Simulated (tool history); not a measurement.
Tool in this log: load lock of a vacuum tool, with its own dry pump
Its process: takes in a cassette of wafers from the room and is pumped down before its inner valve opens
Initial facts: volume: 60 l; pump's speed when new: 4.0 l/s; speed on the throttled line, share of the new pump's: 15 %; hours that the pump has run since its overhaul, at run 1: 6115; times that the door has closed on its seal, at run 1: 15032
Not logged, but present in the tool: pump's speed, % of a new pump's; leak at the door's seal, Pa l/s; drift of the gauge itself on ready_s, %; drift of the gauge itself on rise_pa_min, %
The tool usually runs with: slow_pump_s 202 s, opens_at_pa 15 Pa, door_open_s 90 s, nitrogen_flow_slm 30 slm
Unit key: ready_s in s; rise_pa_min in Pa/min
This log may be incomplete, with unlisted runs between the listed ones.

run	hour	slow_pump_s	opens_at_pa	door_open_s	nitrogen_flow_slm	hours that the pump has run since its overhaul	times that the door has closed on its seal	incoming humidity of the room's air, %	ready_s	rise_pa_min
1	0	202	15	90	30	6115	15032	43.6	305	0.035
2	95.6	202	15	90	30	6211	15304	44.6	306.9	0.039
3	274.7	202	15	90	30	6390	15812	46.1	307.1	0.038
4	415.7	202	15	90	30	6531	16213	43.7	307.3	0.036
5	597.2	202	15	90	30	6712	16729	44.2	304	0.044
6	742	202	15	90	30	6857	17141	46	307.5	0.04
7	896	330	15	90	30	7011	17578	43.6	411.3	0.04
8	1044.2	330	15	90	30	7159	18000	48.1	412.7	0.043
9	1207.6	202	13	90	30	7323	18464	43.8	307.5	0.041
10	1320.5	202	13	90	30	7436	18785	46.5	307.1	0.042
11	1414.3	202	15	90	30	7529	19052	44	304.5	0.036
12	1514.6	202	15	90	30	7630	19337	45.9	304.5	0.042
13	1652.1	134	25	30	44	7767	19727	48.8	240.7	0.011
14	1803.3	319	15	204	30	7919	20157	44.3	406.9	0.063
15	1891.6	319	15	204	30	8007	20408	44.3	405.6	0.066
16	2005.7	202	15	90	7	8121	20733	45	303.7	0.058
17	2185.6	315	13	124	13	8301	21244	45.8	400.3	0.064
18	2311.8	315	13	124	13	8427	21602	46.7	405.4	0.072
19	2465.3	202	15	90	7	8580	22039	40.5	305.7	0.055
20	2588.3	202	10	78	13	8703	22388	47.4	308.4	0.049
21	2714.4	112	28	28	16	8830	22747	45.5	220.2	0.022
22	2847.3	112	28	28	16	8962	23125	47.3	219	0.024
23	3028.9	101	15	90	37	9144	23641	44	218.6	0.036
24	3222.2	119	19	27	12	9337	24190	44.1	231.3	0.027

Consider 4 possible next runs. They are alternatives, not a sequence: every one starts from the tool as it was left by run 24. What does each give?
A	3322.2	119	29	151	12	9437	24474	43.4	?	?
B	3322.2	180	19	27	12	9437	24474	41.4	?	?
C	3322.2	362	15	90	30	9437	24474	46.3	?	?
D	3322.2	119	19	27	23	9437	24474	49.2	?	?

run	ready_s	rise_pa_min
A	222.6	0.073
B	284.5	0.027
C	446.7	0.041
D	230.9	0.024
Without the tool's hidden state the same runs would have given:
run	ready_s	rise_pa_min
A	222.5	0.073
B	284.4	0.026
C	446.6	0.04
D	230.8	0.023
